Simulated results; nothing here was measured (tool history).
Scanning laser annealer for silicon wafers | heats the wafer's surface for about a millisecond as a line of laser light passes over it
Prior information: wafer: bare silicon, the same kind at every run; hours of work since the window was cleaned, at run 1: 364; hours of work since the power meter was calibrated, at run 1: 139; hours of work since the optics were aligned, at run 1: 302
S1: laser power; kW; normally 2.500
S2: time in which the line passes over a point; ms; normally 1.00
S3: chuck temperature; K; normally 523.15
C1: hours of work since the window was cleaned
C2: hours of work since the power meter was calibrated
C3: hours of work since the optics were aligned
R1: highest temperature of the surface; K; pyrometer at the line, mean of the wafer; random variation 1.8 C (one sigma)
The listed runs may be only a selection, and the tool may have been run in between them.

| run | hour | S1 | S2 | S3 | C1 | C2 | C3 | R1 |
|---|---|---|---|---|---|---|---|---|
| 1 | 0.0 | 2.500 | 1.00 | 523.15 | 364 | 139 | 302 | 1272.15 |
| 2 | 9.2 | 2.500 | 1.00 | 523.15 | 368 | 144 | 306 | 1267.15 |
| 3 | 13.8 | 2.500 | 1.00 | 523.15 | 370 | 146 | 308 | 1271.15 |
| 4 | 20.1 | 2.500 | 1.00 | 533.15 | 373 | 149 | 311 | 1276.15 |
| 5 | 26.0 | 2.500 | 1.00 | 533.15 | 376 | 151 | 314 | 1280.15 |
| 6 | 32.6 | 2.500 | 1.00 | 522.15 | 379 | 154 | 317 | 1271.15 |
| 7 | 41.5 | 2.500 | 1.00 | 522.15 | 383 | 158 | 321 | 1266.15 |
| 8 | 48.8 | 2.500 | 0.94 | 523.15 | 386 | 161 | 324 | 1240.15 |
| 9 | 53.1 | 2.500 | 0.94 | 523.15 | 388 | 163 | 326 | 1241.15 |
|  | 56.9 | laser's power meter calibrated |
| 10 | 60.3 | 2.500 | 0.94 | 523.15 | 390 | 2 | 328 | 1241.15 |
| 11 | 64.1 | 2.500 | 0.94 | 523.15 | 392 | 3 | 330 | 1239.15 |
| 12 | 70.4 | 2.715 | 1.00 | 523.15 | 394 | 6 | 333 | 1332.15 |
| 13 | 75.2 | 2.672 | 0.90 | 520.15 | 397 | 8 | 335 | 1269.15 |
| 14 | 83.2 | 2.672 | 0.90 | 520.15 | 400 | 12 | 338 | 1270.15 |

What does the tool deliver on the next run?
| 15 | 88.3 | 2.507 | 0.73 | 520.15 | 402 | 14 | 341 | ? |

Logged for run 15: R1 1141.15 K.
With no hidden state in the tool, this same run would have given R1 1176.15 K.
